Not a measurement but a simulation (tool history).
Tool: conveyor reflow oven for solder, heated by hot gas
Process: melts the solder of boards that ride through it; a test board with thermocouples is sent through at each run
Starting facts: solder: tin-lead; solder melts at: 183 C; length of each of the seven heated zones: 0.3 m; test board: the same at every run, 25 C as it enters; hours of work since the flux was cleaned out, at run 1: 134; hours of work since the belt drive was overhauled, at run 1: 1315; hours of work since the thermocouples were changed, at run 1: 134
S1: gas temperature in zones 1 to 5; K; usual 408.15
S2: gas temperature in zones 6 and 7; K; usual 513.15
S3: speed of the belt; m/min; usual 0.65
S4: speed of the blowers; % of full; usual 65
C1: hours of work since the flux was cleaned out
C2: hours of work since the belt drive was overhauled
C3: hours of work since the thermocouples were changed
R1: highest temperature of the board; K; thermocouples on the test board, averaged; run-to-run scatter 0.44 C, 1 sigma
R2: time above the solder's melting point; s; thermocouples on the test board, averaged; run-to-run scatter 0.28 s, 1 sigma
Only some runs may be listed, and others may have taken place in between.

run 1 hour=0 | S1=408.15 S2=513.15 S3=0.65 S4=65 | C1=134 C2=1315 C3=134 | R1=491.85 R2=42.2
run 2 hour=48.1 | S1=408.15 S2=513.15 S3=0.65 S4=65 | C1=172 C2=1352 C3=172 | R1=492.15 R2=42.3
run 3 hour=70 | S1=408.15 S2=513.15 S3=0.65 S4=65 | C1=189 C2=1370 C3=189 | R1=491.65 R2=41.4
run 4 hour=103.3 | S1=408.15 S2=513.15 S3=0.65 S4=65 | C1=215 C2=1396 C3=215 | R1=491.25 R2=41.9
run 5 hour=135.1 | S1=408.15 S2=513.15 S3=0.65 S4=65 | C1=240 C2=1420 C3=240 | R1=491.55 R2=42.1
-- hour=151.2 flux residue cleaned out of gas plates and filters
run 6 hour=164.1 | S1=408.15 S2=513.15 S3=0.65 S4=65 | C1=10 C2=1439 C3=259 | R1=492.85 R2=43.4
run 7 hour=197.7 | S1=408.15 S2=518.15 S3=0.65 S4=65 | C1=36 C2=1465 C3=285 | R1=496.45 R2=45.1
run 8 hour=218.3 | S1=408.15 S2=518.15 S3=0.65 S4=65 | C1=52 C2=1481 C3=301 | R1=497.15 R2=45.1
-- hour=237.7 belt drive overhauled, speed set with a stopwatch
run 9 hour=253.8 | S1=408.15 S2=513.15 S3=0.65 S4=65 | C1=77 C2=13 C3=325 | R1=490.65 R2=40.7
run 10 hour=291.1 | S1=408.15 S2=513.15 S3=0.65 S4=59 | C1=106 C2=42 C3=354 | R1=488.75 R2=39
run 11 hour=318.6 | S1=408.15 S2=513.15 S3=0.65 S4=65 | C1=127 C2=63 C3=376 | R1=491.55 R2=40.6
run 12 hour=342.9 | S1=408.15 S2=513.15 S3=0.65 S4=65 | C1=146 C2=82 C3=395 | R1=490.45 R2=39.6
run 13 hour=386.5 | S1=408.15 S2=513.15 S3=0.65 S4=65 | C1=180 C2=116 C3=429 | R1=490.55 R2=40.8
run 14 hour=426.1 | S1=408.15 S2=513.15 S3=0.65 S4=65 | C1=211 C2=147 C3=460 | R1=491.15 R2=40.1
run 15 hour=453.7 | S1=405.15 S2=513.15 S3=0.65 S4=65 | C1=233 C2=168 C3=481 | R1=488.95 R2=39.1
-- hour=478 flux residue cleaned out of gas plates and filters
run 16 hour=485.3 | S1=422.15 S2=515.15 S3=0.719 S4=65 | C1=6 C2=189 C3=502 | R1=492.55 R2=40.5
run 17 hour=521.1 | S1=420.15 S2=522.15 S3=0.534 S4=53 | C1=34 C2=217 C3=530 | R1=504.65 R2=61.2
run 18 hour=565.6 | S1=408.15 S2=503.15 S3=0.67 S4=63 | C1=68 C2=252 C3=565 | R1=481.35 R2=32.9
run 19 hour=588.1 | S1=412.15 S2=513.15 S3=0.779 S4=50 | C1=86 C2=269 C3=582 | R1=479.75 R2=26.6
run 20 hour=610.7 | S1=412.15 S2=503.15 S3=0.641 S4=50 | C1=103 C2=287 C3=600 | R1=480.15 R2=34.1
run 21 hour=652.1 | S1=401.15 S2=513.15 S3=0.65 S4=65 | C1=136 C2=319 C3=632 | R1=489.45 R2=38.4
run 22 hour=686.5 | S1=408.15 S2=513.15 S3=0.592 S4=65 | C1=163 C2=346 C3=659 | R1=494.95 R2=46.8
run 23 hour=726.4 | S1=408.15 S2=513.15 S3=0.592 S4=65 | C1=194 C2=377 C3=690 | R1=493.05 R2=46.7
run 24 hour=771.2 | S1=418.15 S2=513.15 S3=0.746 S4=65 | C1=229 C2=412 C3=725 | R1=486.35 R2=35.1

Expected results for the next run?
-- hour=801.1 flux residue cleaned out of gas plates and filters
run 25 hour=804.5 | S1=418.15 S2=513.15 S3=0.746 S4=65 | C1=3 C2=434 C3=747 | R1=? R2=?

R1: 488.85 K
R2: 36.4 s
On a tool with no hidden condition, and with the same random variation, this run would have come out at R1 489.05 K, R2 36.2 s.

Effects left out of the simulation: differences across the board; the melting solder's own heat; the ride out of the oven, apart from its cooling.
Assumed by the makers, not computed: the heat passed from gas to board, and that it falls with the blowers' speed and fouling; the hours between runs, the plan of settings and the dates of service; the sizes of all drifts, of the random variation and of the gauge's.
